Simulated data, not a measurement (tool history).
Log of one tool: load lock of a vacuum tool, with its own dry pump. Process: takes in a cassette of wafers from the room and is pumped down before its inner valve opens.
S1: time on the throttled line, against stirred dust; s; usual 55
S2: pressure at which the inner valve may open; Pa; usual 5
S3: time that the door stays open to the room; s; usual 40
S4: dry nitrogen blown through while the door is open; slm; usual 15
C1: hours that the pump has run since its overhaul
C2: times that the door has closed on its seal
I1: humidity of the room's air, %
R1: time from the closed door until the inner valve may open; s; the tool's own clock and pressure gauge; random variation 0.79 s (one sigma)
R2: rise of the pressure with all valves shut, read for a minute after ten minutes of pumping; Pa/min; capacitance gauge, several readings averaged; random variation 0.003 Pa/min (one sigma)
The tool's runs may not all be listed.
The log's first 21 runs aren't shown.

Run 22, hour 1821.4: usual settings but S3 63 s, S4 17 slm; C1 3470; C2 8486; I1 44.6. Result: R1 123.3 s, R2 0.041 Pa/min.
Run 23, hour 1880: usual settings but S3 63 s, S4 17 slm; C1 3528; C2 8755; I1 43.9. Result: R1 124.7 s, R2 0.041 Pa/min.
Run 24, hour 1981.4: usual settings but S1 29 s, S2 6 Pa, S3 84 s; C1 3630; C2 9220; I1 44.7. Result: R1 104.3 s, R2 0.052 Pa/min.
Run 25, hour 2094.2: usual settings but S1 90 s, S2 4 Pa, S3 157 s; C1 3742; C2 9737; I1 46.5. Result: R1 151.3 s, R2 0.069 Pa/min.
Run 26, hour 2205.9: usual settings but S1 90 s, S2 4 Pa, S3 157 s; C1 3854; C2 10249; I1 43.9. Result: R1 152.1 s, R2 0.066 Pa/min.
Run 27, hour 2261.5: usual settings but S1 29 s, S2 9 Pa, S3 34 s; C1 3910; C2 10504; I1 44.4. Result: R1 101.5 s, R2 0.047 Pa/min.
Run 28, hour 2309.8: usual settings but S1 29 s, S2 9 Pa, S3 34 s; C1 3958; C2 10726; I1 45.9. Result: R1 101 s, R2 0.044 Pa/min.
Run 29, hour 2392.6: usual settings but S3 105 s; C1 4041; C2 11106; I1 47.2. Result: R1 125.9 s, R2 0.062 Pa/min.
Run 30, hour 2504.1: usual settings but S3 105 s; C1 4152; C2 11618; I1 44.1. Result: R1 125.9 s, R2 0.063 Pa/min.
Run 31, hour 2596: usual settings but S2 6 Pa, S3 42 s; C1 4244; C2 12039; I1 42. Result: R1 123.2 s, R2 0.054 Pa/min.
Run 32, hour 2668.9: usual settings but S1 57 s, S2 6 Pa, S3 42 s; C1 4317; C2 12373; I1 44. Result: R1 127.4 s, R2 0.051 Pa/min.
Run 33, hour 2722.6: usual settings but S1 57 s, S2 6 Pa, S3 42 s; C1 4371; C2 12620; I1 40.1. Result: R1 125.5 s, R2 0.052 Pa/min.
Run 34, hour 2836.5: usual settings but S4 8 slm; C1 4485; C2 13142; I1 42.1. Result: R1 125.9 s, R2 0.055 Pa/min.
Run 35, hour 2911.6: usual settings but S2 6 Pa, S3 37 s; C1 4560; C2 13487; I1 44.4. Result: R1 124.1 s, R2 0.058 Pa/min.
Run 36, hour 2962: usual settings but S1 37 s, S3 37 s; C1 4610; C2 13718; I1 45.2. Result: R1 113.7 s, R2 0.059 Pa/min.
Run 37, hour 3016.6: usual settings but S2 9 Pa, S4 8 slm; C1 4665; C2 13968; I1 44.4. Result: R1 120.4 s, R2 0.07 Pa/min.

4 ways to go on from here, each from the tool as it stands after run 37. What would each give?
Run A, hour 3130.5: usual settings but S2 4 Pa, S3 25 s, S4 5 slm; C1 4779; C2 14491; I1 47.7. Result: R1 ?, R2 ?.
Run B, hour 3130.5: usual settings but S1 76 s, S2 8 Pa, S3 85 s, S4 8 slm; C1 4779; C2 14491; I1 43.7. Result: R1 ?, R2 ?.
Run C, hour 3130.5: usual settings but S2 9 Pa, S4 22 slm; C1 4779; C2 14491; I1 47.3. Result: R1 ?, R2 ?.
Run D, hour 3130.5: usual settings but S1 94 s, S2 7 Pa, S4 16 slm; C1 4779; C2 14491; I1 45.4. Result: R1 ?, R2 ?.

run     R1     R2
  A  128.9  0.069
  B  137.8  0.089
  C  120.1  0.066
  D  149.9  0.065
Without the tool's hidden state the same runs would have given:
run     R1     R2
  A  124.1  0.021
  B  133.9   0.04
  C  115.9  0.017
  D  146.3  0.017

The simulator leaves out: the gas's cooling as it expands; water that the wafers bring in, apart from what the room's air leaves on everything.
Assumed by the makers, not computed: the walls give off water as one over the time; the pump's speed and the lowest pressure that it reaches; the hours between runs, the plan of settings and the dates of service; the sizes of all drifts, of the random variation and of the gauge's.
